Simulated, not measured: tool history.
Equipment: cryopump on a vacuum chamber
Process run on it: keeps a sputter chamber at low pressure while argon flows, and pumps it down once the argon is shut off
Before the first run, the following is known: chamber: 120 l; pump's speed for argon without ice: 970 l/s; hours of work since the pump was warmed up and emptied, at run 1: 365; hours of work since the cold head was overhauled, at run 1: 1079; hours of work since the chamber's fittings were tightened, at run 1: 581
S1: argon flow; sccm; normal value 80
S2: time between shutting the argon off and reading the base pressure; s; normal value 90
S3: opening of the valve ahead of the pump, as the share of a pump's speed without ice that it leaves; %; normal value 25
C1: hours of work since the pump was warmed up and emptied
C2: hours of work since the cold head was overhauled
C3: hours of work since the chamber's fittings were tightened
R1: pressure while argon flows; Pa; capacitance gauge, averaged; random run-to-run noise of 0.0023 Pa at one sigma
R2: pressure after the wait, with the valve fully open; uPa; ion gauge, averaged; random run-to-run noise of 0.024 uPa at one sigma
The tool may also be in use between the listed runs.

{"run": 1, "hour": 0.0, "S1": 80, "S2": 90, "S3": 25, "C1": 365, "C2": 1079, "C3": 581, "R1": 0.5908, "R2": 2.03}
{"run": 2, "hour": 46.5, "S1": 80, "S2": 90, "S3": 25, "C1": 394, "C2": 1107, "C3": 609, "R1": 0.5943, "R2": 2.08}
{"run": 3, "hour": 80.9, "S1": 80, "S2": 90, "S3": 25, "C1": 415, "C2": 1128, "C3": 630, "R1": 0.5993, "R2": 2.19}
{"run": 4, "hour": 114.5, "S1": 80, "S2": 90, "S3": 25, "C1": 435, "C2": 1149, "C3": 651, "R1": 0.599, "R2": 2.25}
{"run": 5, "hour": 161.5, "S1": 80, "S2": 90, "S3": 25, "C1": 464, "C2": 1178, "C3": 680, "R1": 0.5988, "R2": 2.3}
{"run": 6, "hour": 197.3, "S1": 80, "S2": 90, "S3": 25, "C1": 486, "C2": 1200, "C3": 702, "R1": 0.6054, "R2": 2.36}
{"run": 7, "hour": 232.5, "S1": 80, "S2": 90, "S3": 25, "C1": 508, "C2": 1221, "C3": 723, "R1": 0.606, "R2": 2.39}
{"run": 8, "hour": 265.7, "S1": 80, "S2": 90, "S3": 25, "C1": 528, "C2": 1241, "C3": 744, "R1": 0.6097, "R2": 2.44}
{"run": 9, "hour": 313.8, "S1": 80, "S2": 90, "S3": 25, "C1": 558, "C2": 1271, "C3": 773, "R1": 0.6071, "R2": 2.55}
{"run": 10, "hour": 351.7, "S1": 80, "S2": 90, "S3": 25, "C1": 581, "C2": 1294, "C3": 796, "R1": 0.6123, "R2": 2.71}
{"run": 11, "hour": 392.0, "S1": 80, "S2": 90, "S3": 25, "C1": 606, "C2": 1319, "C3": 821, "R1": 0.6211, "R2": 2.75}
{"run": 12, "hour": 414.9, "S1": 45, "S2": 90, "S3": 25, "C1": 620, "C2": 1333, "C3": 835, "R1": 0.3494, "R2": 2.83}
{"run": 13, "hour": 448.7, "S1": 45, "S2": 90, "S3": 25, "C1": 640, "C2": 1354, "C3": 856, "R1": 0.3534, "R2": 2.97}
{"run": 14, "hour": 480.4, "S1": 76, "S2": 90, "S3": 25, "C1": 660, "C2": 1373, "C3": 875, "R1": 0.5976, "R2": 2.93}
{"hour": 502.4, "done": "pump warmed up, emptied and cooled again"}
{"run": 15, "hour": 528.5, "S1": 61, "S2": 90, "S3": 25, "C1": 16, "C2": 1400, "C3": 902, "R1": 0.4268, "R2": 2.27}
{"run": 16, "hour": 554.3, "S1": 61, "S2": 147, "S3": 42, "C1": 32, "C2": 1415, "C3": 917, "R1": 0.2555, "R2": 2.08}
{"run": 17, "hour": 601.2, "S1": 61, "S2": 147, "S3": 42, "C1": 61, "C2": 1444, "C3": 946, "R1": 0.2569, "R2": 2.1}
{"run": 18, "hour": 625.6, "S1": 91, "S2": 244, "S3": 38, "C1": 76, "C2": 1459, "C3": 961, "R1": 0.427, "R2": 2.04}
{"run": 19, "hour": 647.7, "S1": 86, "S2": 25, "S3": 59, "C1": 89, "C2": 1473, "C3": 975, "R1": 0.2631, "R2": 3.91}
{"run": 20, "hour": 676.8, "S1": 58, "S2": 90, "S3": 24, "C1": 107, "C2": 1491, "C3": 993, "R1": 0.427, "R2": 2.5}
{"run": 21, "hour": 699.9, "S1": 89, "S2": 55, "S3": 32, "C1": 121, "C2": 1505, "C3": 1007, "R1": 0.4977, "R2": 2.91}
{"run": 22, "hour": 734.3, "S1": 89, "S2": 39, "S3": 15, "C1": 142, "C2": 1526, "C3": 1028, "R1": 1.0462, "R2": 3.29}
{"run": 23, "hour": 766.8, "S1": 154, "S2": 90, "S3": 39, "C1": 162, "C2": 1546, "C3": 1048, "R1": 0.7128, "R2": 2.59}
{"run": 24, "hour": 798.4, "S1": 71, "S2": 90, "S3": 23, "C1": 181, "C2": 1565, "C3": 1067, "R1": 0.5488, "R2": 2.7}
{"run": 25, "hour": 845.2, "S1": 71, "S2": 90, "S3": 23, "C1": 210, "C2": 1594, "C3": 1096, "R1": 0.5554, "R2": 2.83}
{"run": 26, "hour": 884.5, "S1": 71, "S2": 90, "S3": 23, "C1": 234, "C2": 1618, "C3": 1120, "R1": 0.5555, "R2": 2.73}
{"run": 27, "hour": 917.7, "S1": 71, "S2": 90, "S3": 23, "C1": 255, "C2": 1638, "C3": 1140, "R1": 0.558, "R2": 2.82}
{"run": 28, "hour": 958.4, "S1": 101, "S2": 36, "S3": 44, "C1": 280, "C2": 1663, "C3": 1165, "R1": 0.4298, "R2": 3.78}
{"run": 29, "hour": 980.8, "S1": 79, "S2": 58, "S3": 36, "C1": 293, "C2": 1677, "C3": 1179, "R1": 0.4071, "R2": 3.3}

Predict each of these 5 candidate next runs independently; none follows another, all start after run 29:
{"run": "A", "hour": 1028.3, "S1": 107, "S2": 21, "S3": 25, "C1": 322, "C2": 1706, "C3": 1208, "R1": "?", "R2": "?"}
{"run": "B", "hour": 1028.3, "S1": 38, "S2": 63, "S3": 17, "C1": 322, "C2": 1706, "C3": 1208, "R1": "?", "R2": "?"}
{"run": "C", "hour": 1028.3, "S1": 125, "S2": 21, "S3": 42, "C1": 322, "C2": 1706, "C3": 1208, "R1": "?", "R2": "?"}
{"run": "D", "hour": 1028.3, "S1": 49, "S2": 29, "S3": 17, "C1": 322, "C2": 1706, "C3": 1208, "R1": "?", "R2": "?"}
{"run": "E", "hour": 1028.3, "S1": 54, "S2": 88, "S3": 30, "C1": 322, "C2": 1706, "C3": 1208, "R1": "?", "R2": "?"}

run=A R1=0.7841 R2=4.88
run=B R1=0.4042 R2=3.37
run=C R1=0.5652 R2=4.81
run=D R1=0.519 R2=4.2
run=E R1=0.3339 R2=3.12
With no hidden state in the tool, these same runs would have given:
run=A R1=0.7451 R2=2.61
run=B R1=0.3903 R2=1.11
run=C R1=0.5194 R2=2.57
run=D R1=0.5012 R2=1.97
run=E R1=0.3141 R2=0.86
